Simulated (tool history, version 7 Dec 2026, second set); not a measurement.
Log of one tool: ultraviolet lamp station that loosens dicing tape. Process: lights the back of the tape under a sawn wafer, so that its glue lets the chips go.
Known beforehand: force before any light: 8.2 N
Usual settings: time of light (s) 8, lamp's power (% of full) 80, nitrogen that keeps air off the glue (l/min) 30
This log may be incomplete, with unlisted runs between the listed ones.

| run | hour | time of light (s) | lamp's power (% of full) | nitrogen that keeps air off the glue (l/min) | force that peels the tape off (N) | light that reached the tape (mJ/cm2) |
|---|---|---|---|---|---|---|
| 1 | 0.0 | 8 | 80 | 30 | 0.503 | 301 |
| 2 | 12.4 | 8 | 80 | 30 | 0.485 | 300 |
| 3 | 27.1 | 8 | 80 | 30 | 0.496 | 301 |
| 4 | 36.1 | 8 | 80 | 30 | 0.503 | 297 |
| 5 | 44.5 | 8 | 80 | 30 | 0.507 | 301 |
| 6 | 53.7 | 8 | 60 | 30 | 0.878 | 224 |
| 7 | 63.7 | 8 | 60 | 31 | 0.787 | 224 |
| 8 | 70.6 | 8 | 60 | 31 | 0.836 | 222 |
| 9 | 82.9 | 8 | 80 | 33 | 0.464 | 295 |
| 10 | 95.2 | 8 | 80 | 33 | 0.460 | 296 |
| 11 | 103.4 | 8 | 80 | 30 | 0.495 | 294 |
| 12 | 117.6 | 8 | 80 | 30 | 0.514 | 294 |
| 13 | 131.1 | 8 | 80 | 26 | 0.555 | 292 |
| 14 | 137.7 | 8 | 80 | 18 | 0.752 | 293 |
| 15 | 148.9 | 8 | 80 | 30 | 0.527 | 291 |
| 16 | 155.9 | 8 | 80 | 30 | 0.548 | 292 |
| 17 | 163.1 | 8 | 80 | 30 | 0.522 | 287 |
| 18 | 175.1 | 8 | 80 | 12 | 1.060 | 288 |
| 19 | 190.0 | 5 | 80 | 12 | 2.210 | 182 |
| 20 | 200.9 | 4 | 81 | 12 | 2.800 | 146 |
| 21 | 210.8 | 9 | 63 | 30 | 0.691 | 254 |
| 22 | 217.9 | 9 | 63 | 30 | 0.662 | 252 |
|  | 219.2 | window cleaned of glue's vapour |
| 23 | 224.7 | 9 | 87 | 11 | 0.824 | 343 |
| 24 | 233.2 | 7 | 71 | 45 | 0.729 | 218 |
| 25 | 241.4 | 13 | 66 | 45 | 0.293 | 382 |
| 26 | 252.6 | 15 | 79 | 11 | 0.394 | 512 |
| 27 | 262.6 | 8 | 79 | 21 | 0.747 | 273 |
| 28 | 272.2 | 14 | 80 | 15 | 0.343 | 484 |
| 29 | 283.9 | 6 | 80 | 14 | 1.540 | 207 |
|  | 295.8 | window cleaned of glue's vapour, once more |
| 30 | 296.7 | 7 | 97 | 58 | 0.327 | 313 |
| 31 | 306.0 | 6 | 85 | 58 | 0.523 | 236 |
| 32 | 318.1 | 11 | 88 | 10 | 0.532 | 449 |
| 33 | 326.7 | 8 | 95 | 15 | 0.597 | 346 |
| 34 | 340.2 | 8 | 80 | 12 | 0.994 | 291 |
| 35 | 354.8 | 8 | 80 | 37 | 0.449 | 291 |
| 36 | 367.0 | 8 | 76 | 54 | 0.400 | 277 |
| 37 | 381.2 | 8 | 93 | 43 | 0.331 | 334 |

Each row is a separate what-if for the run after 37, all from the same tool condition, not one after another. Results?
| A | 388.5 | 7 | 68 | 51 | ? | ? |
| B | 388.5 | 11 | 80 | 30 | ? | ? |
| C | 388.5 | 16 | 93 | 18 | ? | ? |
| D | 388.5 | 8 | 93 | 20 | ? | ? |

| run | force that peels the tape off (N) | light that reached the tape (mJ/cm2) |
|---|---|---|
| A | 0.643 | 215 |
| B | 0.331 | 395 |
| C | 0.248 | 674 |
| D | 0.529 | 339 |
Stripped of hidden state, with their random variation kept, the same runs would have yielded:
| run | force that peels the tape off (N) | light that reached the tape (mJ/cm2) |
|---|---|---|
| A | 0.531 | 238 |
| B | 0.299 | 438 |
| C | 0.241 | 746 |
| D | 0.442 | 375 |

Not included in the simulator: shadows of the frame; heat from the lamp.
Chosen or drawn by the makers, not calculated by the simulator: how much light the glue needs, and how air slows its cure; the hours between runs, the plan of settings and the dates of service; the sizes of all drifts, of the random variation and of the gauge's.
